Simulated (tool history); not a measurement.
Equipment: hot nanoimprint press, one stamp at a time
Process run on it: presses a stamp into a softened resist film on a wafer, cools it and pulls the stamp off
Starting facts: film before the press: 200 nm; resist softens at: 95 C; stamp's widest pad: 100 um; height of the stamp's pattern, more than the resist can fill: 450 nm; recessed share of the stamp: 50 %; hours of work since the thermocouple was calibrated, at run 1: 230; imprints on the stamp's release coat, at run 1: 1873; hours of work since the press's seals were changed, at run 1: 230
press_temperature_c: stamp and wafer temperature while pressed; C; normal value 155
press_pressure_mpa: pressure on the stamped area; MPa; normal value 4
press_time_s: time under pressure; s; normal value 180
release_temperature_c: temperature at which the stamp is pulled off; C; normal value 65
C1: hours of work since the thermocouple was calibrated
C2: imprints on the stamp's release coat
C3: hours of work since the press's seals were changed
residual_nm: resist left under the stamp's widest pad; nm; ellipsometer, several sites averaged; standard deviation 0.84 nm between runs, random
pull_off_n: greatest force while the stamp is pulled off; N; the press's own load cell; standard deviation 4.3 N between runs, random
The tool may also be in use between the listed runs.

Run 1, hour 0: usual settings; C1 230; C2 1873; C3 230. Result: residual_nm 111.7 nm, pull_off_n 216 N.
Run 2, hour 90: usual settings but release_temperature_c 72 C; C1 288; C2 2095; C3 288. Result: residual_nm 111.2 nm, pull_off_n 189 N.
Run 3, hour 151.8: usual settings but release_temperature_c 72 C; C1 328; C2 2248; C3 328. Result: residual_nm 111.8 nm, pull_off_n 194 N.
Run 4, hour 217: usual settings but release_temperature_c 72 C; C1 370; C2 2408; C3 370. Result: residual_nm 113.6 nm, pull_off_n 188 N.
At hour 245.3: stamp cleaned and given a new release coat.
At hour 254.5: plate thermocouple calibrated.
Run 5, hour 298.3: usual settings but release_temperature_c 72 C; C1 28; C2 124; C3 417. Result: residual_nm 112.6 nm, pull_off_n 182 N.
Run 6, hour 382.7: usual settings but release_temperature_c 72 C; C1 83; C2 332; C3 471. Result: residual_nm 111.5 nm, pull_off_n 186 N.
Run 7, hour 427: usual settings but release_temperature_c 72 C; C1 112; C2 441; C3 500. Result: residual_nm 111.8 nm, pull_off_n 179 N.
Run 8, hour 490: usual settings but press_time_s 137 s; C1 152; C2 596; C3 541. Result: residual_nm 124.8 nm, pull_off_n 217 N.
Run 9, hour 535.8: usual settings; C1 182; C2 710; C3 570. Result: residual_nm 112.6 nm, pull_off_n 218 N.
Run 10, hour 594.9: usual settings; C1 220; C2 855; C3 609. Result: residual_nm 114.1 nm, pull_off_n 209 N.
Run 11, hour 646.6: usual settings; C1 254; C2 983; C3 642. Result: residual_nm 113.7 nm, pull_off_n 202 N.
Run 12, hour 699.2: usual settings but press_pressure_mpa 4.39 MPa; C1 288; C2 1113; C3 676. Result: residual_nm 109.3 nm, pull_off_n 211 N.
Run 13, hour 742.3: usual settings but press_pressure_mpa 4.39 MPa; C1 315; C2 1219; C3 704. Result: residual_nm 109.4 nm, pull_off_n 206 N.
At hour 775.2: press's hydraulic seals changed and the load cell set to zero.
Run 14, hour 841.6: usual settings but press_pressure_mpa 4.39 MPa; C1 374; C2 1444; C3 43. Result: residual_nm 110.2 nm, pull_off_n 200 N.
At hour 866.7: plate thermocouple calibrated.
Run 15, hour 918.6: usual settings but press_pressure_mpa 4.39 MPa; C1 34; C2 1627; C3 91. Result: residual_nm 108.4 nm, pull_off_n 209 N.
Run 16, hour 985.4: usual settings but press_pressure_mpa 4.39 MPa, press_time_s 339 s, release_temperature_c 66 C; C1 77; C2 1791; C3 134. Result: residual_nm 86 nm, pull_off_n 208 N.
Run 17, hour 1060.6: usual settings but press_pressure_mpa 4.39 MPa, press_time_s 339 s, release_temperature_c 66 C; C1 125; C2 1977; C3 183. Result: residual_nm 86.2 nm, pull_off_n 200 N.
Run 18, hour 1105.6: usual settings but press_temperature_c 147 C, press_pressure_mpa 4.79 MPa, press_time_s 97 s, release_temperature_c 69 C; C1 154; C2 2088; C3 212. Result: residual_nm 161.9 nm, pull_off_n 198 N.
Run 19, hour 1167.9: usual settings but press_temperature_c 147 C, press_pressure_mpa 4.79 MPa, press_time_s 97 s, release_temperature_c 69 C; C1 195; C2 2241; C3 252. Result: residual_nm 160.7 nm, pull_off_n 194 N.
Run 20, hour 1256.9: usual settings but press_temperature_c 152 C, press_pressure_mpa 5.46 MPa, press_time_s 147 s; C1 252; C2 2461; C3 310. Result: residual_nm 119.7 nm, pull_off_n 207 N.
At hour 1268.4: stamp cleaned and given a new release coat.
Run 21, hour 1313.1: usual settings but press_temperature_c 159 C, press_pressure_mpa 3.11 MPa, press_time_s 129 s, release_temperature_c 72 C; C1 285; C2 110; C3 342. Result: residual_nm 118.1 nm, pull_off_n 181 N.
Run 22, hour 1393.7: usual settings but press_time_s 95 s, release_temperature_c 63 C; C1 337; C2 309; C3 394. Result: residual_nm 135.6 nm, pull_off_n 208 N.
Run 23, hour 1461.4: usual settings but press_temperature_c 160 C, press_time_s 92 s, release_temperature_c 56 C; C1 381; C2 475; C3 438. Result: residual_nm 115.9 nm, pull_off_n 235 N.
At hour 1475.3: plate thermocouple calibrated.
Run 24, hour 1559.6: usual settings but press_temperature_c 160 C, press_time_s 92 s, release_temperature_c 56 C; C1 55; C2 710; C3 500. Result: residual_nm 117.3 nm, pull_off_n 240 N.
Run 25, hour 1634: usual settings but press_temperature_c 153 C, press_pressure_mpa 6.36 MPa, press_time_s 140 s, release_temperature_c 64 C; C1 103; C2 894; C3 548. Result: residual_nm 113.2 nm, pull_off_n 206 N.
Run 26, hour 1730.3: usual settings but press_temperature_c 153 C, press_pressure_mpa 3.9 MPa, press_time_s 351 s, release_temperature_c 53 C; C1 165; C2 1131; C3 610. Result: residual_nm 97.4 nm, pull_off_n 254 N.

Each row is a separate what-if for the run after 26, all from the same tool condition, not one after another. Results?
Run A, hour 1821.9: usual settings but press_time_s 111 s; C1 224; C2 1357; C3 669. Result: residual_nm ?, pull_off_n ?.
Run B, hour 1821.9: usual settings but press_temperature_c 152 C; C1 224; C2 1357; C3 669. Result: residual_nm ?, pull_off_n ?.
Run C, hour 1821.9: usual settings but press_temperature_c 156 C, press_time_s 199 s, release_temperature_c 56 C; C1 224; C2 1357; C3 669. Result: residual_nm ?, pull_off_n ?.

run  residual_nm  pull_off_n
  A        128.5         201
  B        126.8         207
  C        104.1         244
The same runs, with their run-to-run variation unchanged, on a tool lacking any hidden condition would have given:
run  residual_nm  pull_off_n
  A        128.4         200
  B        126.7         205
  C          104         242

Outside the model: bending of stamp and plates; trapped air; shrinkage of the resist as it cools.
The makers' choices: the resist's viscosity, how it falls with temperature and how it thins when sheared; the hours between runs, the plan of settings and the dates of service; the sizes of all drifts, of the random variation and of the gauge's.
